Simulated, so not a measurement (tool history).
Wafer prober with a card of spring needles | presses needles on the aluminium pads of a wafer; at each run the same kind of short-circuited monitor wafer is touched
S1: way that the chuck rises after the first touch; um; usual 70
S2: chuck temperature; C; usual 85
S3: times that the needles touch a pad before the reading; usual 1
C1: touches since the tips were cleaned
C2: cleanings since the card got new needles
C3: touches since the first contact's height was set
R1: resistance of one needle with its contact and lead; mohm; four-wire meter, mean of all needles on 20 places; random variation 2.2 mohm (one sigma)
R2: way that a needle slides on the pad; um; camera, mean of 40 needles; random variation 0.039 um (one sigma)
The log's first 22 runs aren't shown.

run	hour	S1	S2	S3	C1	C2	C3	R1	R2
23	431.1	70	92	1	6054	19	167957	306	11.29
# hour 441.8: tips cleaned on abrasive film
24	449.8	70	83	3	1603	20	171671	258	11.28
25	476.4	81	80	2	6911	20	176979	275	13.09
# hour 482.4: tips cleaned on abrasive film
26	499.9	81	80	2	3497	21	181642	265	13.14
27	518.3	81	28	2	7182	21	185327	261	13.06
# hour 523.9: tips cleaned on abrasive film
28	541.1	69	92	2	3435	22	189847	279	11.09
29	551.9	70	85	2	5597	22	192009	280	11.23
# hour 564.4: tips cleaned on abrasive film
30	575.0	56	110	2	2112	23	196600	289	8.87
31	594.6	55	58	2	6025	23	200513	301	8.81
# hour 604.8: tips cleaned on abrasive film
32	613.0	55	58	2	1638	24	204181	272	8.74
# hour 630.2: height of the first contact set anew
33	635.9	55	58	2	6149	24	1140	297	9.10

The next listed run, before its measurement:
# hour 647.0: tips cleaned on abrasive film
34	662.2	55	58	2	3040	25	6372	?	?

{"run 34": {"R1": 278, "R2": 9.06}}
Without the tool's hidden state the same run would have given R1 245 mohm, R2 9.07 um.
